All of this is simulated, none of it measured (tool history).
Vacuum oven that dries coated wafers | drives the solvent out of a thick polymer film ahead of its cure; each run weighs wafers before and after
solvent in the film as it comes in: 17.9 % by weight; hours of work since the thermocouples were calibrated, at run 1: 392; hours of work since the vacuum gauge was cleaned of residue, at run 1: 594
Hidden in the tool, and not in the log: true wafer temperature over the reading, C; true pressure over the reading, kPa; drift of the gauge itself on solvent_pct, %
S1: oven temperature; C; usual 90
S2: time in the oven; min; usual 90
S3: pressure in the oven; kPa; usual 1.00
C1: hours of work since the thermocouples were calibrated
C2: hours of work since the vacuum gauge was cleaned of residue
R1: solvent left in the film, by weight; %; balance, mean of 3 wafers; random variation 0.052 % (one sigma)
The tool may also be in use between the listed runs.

| run | hour | S1 | S2 | S3 | C1 | C2 | R1 |
|---|---|---|---|---|---|---|---|
| 1 | 0.0 | 90 | 90 | 1.00 | 392 | 594 | 1.37 |
| 2 | 18.2 | 90 | 90 | 3.10 | 402 | 605 | 2.60 |
| 3 | 47.0 | 90 | 90 | 3.10 | 419 | 622 | 2.61 |
| 4 | 79.1 | 79 | 90 | 1.00 | 438 | 640 | 3.20 |
| 5 | 117.3 | 79 | 90 | 1.00 | 460 | 662 | 3.11 |
| 6 | 145.1 | 79 | 90 | 1.00 | 476 | 679 | 3.10 |
| 7 | 183.6 | 79 | 90 | 1.00 | 498 | 701 | 3.11 |
| 8 | 208.7 | 79 | 90 | 1.00 | 513 | 716 | 3.11 |
| 9 | 227.1 | 91 | 90 | 1.19 | 524 | 726 | 1.46 |
| 10 | 256.9 | 102 | 62 | 2.00 | 541 | 744 | 1.46 |
| 11 | 287.8 | 104 | 64 | 2.67 | 559 | 762 | 1.46 |
| 12 | 324.9 | 104 | 64 | 2.67 | 581 | 783 | 1.42 |
| 13 | 348.3 | 89 | 90 | 3.16 | 594 | 797 | 2.85 |

Forecast each of these 5 alternatives for the next run:
| A | 368.6 | 90 | 54 | 1.00 | 606 | 809 | ? |
| B | 368.6 | 105 | 74 | 1.15 | 606 | 809 | ? |
| C | 368.6 | 82 | 56 | 1.13 | 606 | 809 | ? |
| D | 368.6 | 100 | 90 | 0.59 | 606 | 809 | ? |
| E | 368.6 | 88 | 50 | 2.03 | 606 | 809 | ? |

| run | R1 |
|---|---|
| A | 3.16 |
| B | 0.74 |
| C | 4.68 |
| D | 0.59 |
| E | 4.32 |
Without the tool's hidden state the same runs would have given:
| run | R1 |
|---|---|
| A | 3.20 |
| B | 0.68 |
| C | 4.73 |
| D | 0.50 |
| E | 4.40 |

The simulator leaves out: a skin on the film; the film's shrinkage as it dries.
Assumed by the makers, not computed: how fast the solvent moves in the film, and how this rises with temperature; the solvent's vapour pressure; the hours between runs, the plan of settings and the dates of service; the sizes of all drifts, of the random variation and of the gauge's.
